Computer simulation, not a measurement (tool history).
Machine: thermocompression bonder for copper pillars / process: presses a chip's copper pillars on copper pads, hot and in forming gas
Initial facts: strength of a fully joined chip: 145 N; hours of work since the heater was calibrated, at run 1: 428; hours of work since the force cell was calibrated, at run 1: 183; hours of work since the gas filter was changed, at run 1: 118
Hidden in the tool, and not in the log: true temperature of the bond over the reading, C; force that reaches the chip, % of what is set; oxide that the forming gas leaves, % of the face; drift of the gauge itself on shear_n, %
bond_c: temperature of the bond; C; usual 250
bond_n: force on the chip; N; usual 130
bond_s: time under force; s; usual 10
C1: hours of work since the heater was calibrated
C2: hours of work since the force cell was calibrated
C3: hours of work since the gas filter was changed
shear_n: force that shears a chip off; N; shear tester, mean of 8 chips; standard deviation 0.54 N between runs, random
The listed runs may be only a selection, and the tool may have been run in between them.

Run 1, hour 0.0: usual settings; C1 428; C2 183; C3 118. Result: shear_n 67.8 N.
Run 2, hour 20.9: usual settings; C1 437; C2 193; C3 128. Result: shear_n 68.5 N.
At hour 32.2: forming gas filter changed.
Run 3, hour 34.1: usual settings; C1 443; C2 199; C3 1. Result: shear_n 68.5 N.
Run 4, hour 44.2: usual settings; C1 448; C2 204; C3 6. Result: shear_n 69.5 N.
Run 5, hour 61.8: usual settings; C1 456; C2 212; C3 14. Result: shear_n 68.7 N.
Run 6, hour 80.7: usual settings; C1 465; C2 221; C3 23. Result: shear_n 68.1 N.
Run 7, hour 97.1: usual settings; C1 473; C2 228; C3 30. Result: shear_n 68.5 N.
Run 8, hour 115.6: usual settings; C1 481; C2 237; C3 39. Result: shear_n 68.6 N.
Run 9, hour 125.4: usual settings; C1 486; C2 242; C3 44. Result: shear_n 69.9 N.
Run 10, hour 134.2: usual settings; C1 490; C2 246; C3 48. Result: shear_n 69.2 N.
Run 11, hour 143.6: usual settings but bond_n 89 N; C1 495; C2 250; C3 52. Result: shear_n 53.3 N.
Run 12, hour 154.5: usual settings but bond_s 5 s; C1 500; C2 255; C3 57. Result: shear_n 52.7 N.
At hour 163.0: heater calibrated with a thermocouple chip.
Run 13, hour 176.4: usual settings but bond_s 5 s; C1 6; C2 265; C3 67. Result: shear_n 48.2 N.
Run 14, hour 195.2: usual settings but bond_c 256 C, bond_n 105 N, bond_s 17 s; C1 15; C2 273; C3 75. Result: shear_n 72.6 N.
Run 15, hour 210.6: usual settings but bond_c 256 C, bond_n 105 N, bond_s 17 s; C1 22; C2 281; C3 83. Result: shear_n 70.9 N.
Run 16, hour 230.8: usual settings but bond_c 256 C, bond_n 105 N, bond_s 17 s; C1 32; C2 290; C3 92. Result: shear_n 72.1 N.
Run 17, hour 246.4: usual settings but bond_c 253 C, bond_n 114 N, bond_s 18 s; C1 39; C2 297; C3 99. Result: shear_n 75.7 N.
Run 18, hour 256.2: usual settings but bond_c 238 C, bond_n 81 N, bond_s 11 s; C1 44; C2 302; C3 104. Result: shear_n 40.6 N.
Run 19, hour 269.6: usual settings but bond_c 233 C, bond_n 155 N, bond_s 22 s; C1 50; C2 308; C3 110. Result: shear_n 74.6 N.
Run 20, hour 281.1: usual settings but bond_c 233 C, bond_n 155 N, bond_s 22 s; C1 55; C2 314; C3 116. Result: shear_n 75.1 N.
Run 21, hour 301.4: usual settings but bond_c 267 C, bond_n 187 N, bond_s 11 s; C1 65; C2 323; C3 125. Result: shear_n 94.5 N.
Run 22, hour 313.2: usual settings but bond_c 257 C, bond_n 125 N, bond_s 9 s; C1 70; C2 329; C3 131. Result: shear_n 65.2 N.
At hour 318.5: forming gas filter changed.
Run 23, hour 322.7: usual settings but bond_c 257 C, bond_n 125 N, bond_s 9 s; C1 75; C2 333; C3 2. Result: shear_n 65.9 N.
Run 24, hour 341.8: usual settings but bond_c 251 C, bond_n 83 N, bond_s 14 s; C1 84; C2 342; C3 11. Result: shear_n 55.2 N.

Had the tool no unlogged condition, and each run kept its random variation, what would the results have been?
run  shear_n
  1     64.6
  2     65.2
  3     63.7
  4     64.6
  5     63.8
  6     63.3
  7     63.6
  8     63.7
  9     64.9
 10     64.3
 11     49.0
 12     48.5
 13     48.8
 14     73.5
 15     71.8
 16     72.9
 17     76.6
 18     41.0
 19     75.6
 20     76.1
 21     95.8
 22     65.9
 23     65.2
 24     54.5
